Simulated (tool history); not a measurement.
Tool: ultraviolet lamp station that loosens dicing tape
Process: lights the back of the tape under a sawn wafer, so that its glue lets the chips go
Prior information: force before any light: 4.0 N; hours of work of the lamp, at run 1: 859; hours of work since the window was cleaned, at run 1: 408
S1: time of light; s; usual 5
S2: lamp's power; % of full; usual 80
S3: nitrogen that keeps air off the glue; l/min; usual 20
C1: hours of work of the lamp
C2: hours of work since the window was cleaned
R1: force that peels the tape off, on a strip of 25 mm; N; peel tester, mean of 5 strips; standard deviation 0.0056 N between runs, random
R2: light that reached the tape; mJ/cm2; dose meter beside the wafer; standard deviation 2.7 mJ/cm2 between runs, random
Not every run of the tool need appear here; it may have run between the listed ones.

run,hour,S1,S2,S3,C1,C2,R1,R2
1,0,5,80,20,859,408,0.201,284
2,73.3,5,80,20,907,455,0.217,281
3,142.8,5,80,20,952,500,0.226,273
4,177.1,5,80,9,974,522,0.345,277
5,246.3,3,80,20,1019,567,0.656,158
6,302.4,3,80,20,1055,604,0.669,153
# hour 309.7: window cleaned of glue's vapour
7,357.6,5,80,20,1090,31,0.286,251
8,396.4,4,80,20,1115,56,0.446,193
9,430.6,4,80,20,1138,78,0.476,192
# hour 436.7: window cleaned of glue's vapour, once more
10,497.5,5,80,20,1181,39,0.19,302
11,555.7,5,80,20,1218,77,0.2,292
12,600.5,5,80,20,1247,106,0.205,289
13,662.1,5,80,20,1287,146,0.208,283
14,713,5,93,20,1320,179,0.157,327
15,763.7,5,69,20,1353,212,0.298,237
16,812.7,8,69,20,1385,244,0.133,374
17,852,5,80,20,1410,269,0.239,269
18,901.3,5,80,20,1442,301,0.249,264
# hour 916.9: lamp changed
19,933.6,5,80,20,11,321,0.158,344
20,1000.3,5,80,20,54,364,0.147,338
21,1055,5,80,20,89,400,0.152,330
22,1100.8,4,80,25,119,430,0.229,265
23,1160.9,9,80,32,158,468,0.089,578
24,1199,7,78,7,183,493,0.158,438
25,1259.9,7,62,7,222,533,0.243,340
26,1290.9,2,64,31,242,553,1.145,97
27,1359.5,2,64,31,287,597,1.138,98
# hour 1379.3: window cleaned of glue's vapour
28,1397.6,5,80,13,311,12,0.176,347
29,1428.6,5,70,20,331,32,0.184,304
30,1488.9,8,78,9,370,71,0.106,535
31,1532.5,5,97,20,398,99,0.112,408
32,1598.3,5,80,6,441,142,0.281,334
33,1674.1,5,80,6,490,191,0.286,328
34,1743.3,5,80,6,535,236,0.313,316
35,1817,5,80,6,583,284,0.33,313
36,1857.6,2,79,20,609,310,0.996,125
37,1900.4,2,79,20,637,338,0.976,121
38,1950.9,2,79,20,669,370,0.985,121
39,1992.7,2,79,20,697,397,1.035,116
40,2031.8,2,79,20,722,423,1.059,118
41,2088.8,3,60,11,759,460,1.095,125
42,2145.7,3,60,11,796,496,1.079,127

Each row is a separate what-if for the run after 42, all from the same tool condition, not one after another. Results?
A,2195.2,6,60,6,828,528,?,?
B,2195.2,3,80,28,828,528,?,?
C,2195.2,3,60,7,828,528,?,?
D,2195.2,3,60,7,828,528,?,?
E,2195.2,4,63,14,828,528,?,?

run,R1,R2
A,0.497,252
B,0.522,166
C,1.317,124
D,1.26,127
E,0.629,179
Had the tool no hidden state, the same runs would have come out as:
run,R1,R2
A,0.277,340
B,0.287,224
C,0.9,168
D,0.858,171
E,0.357,241
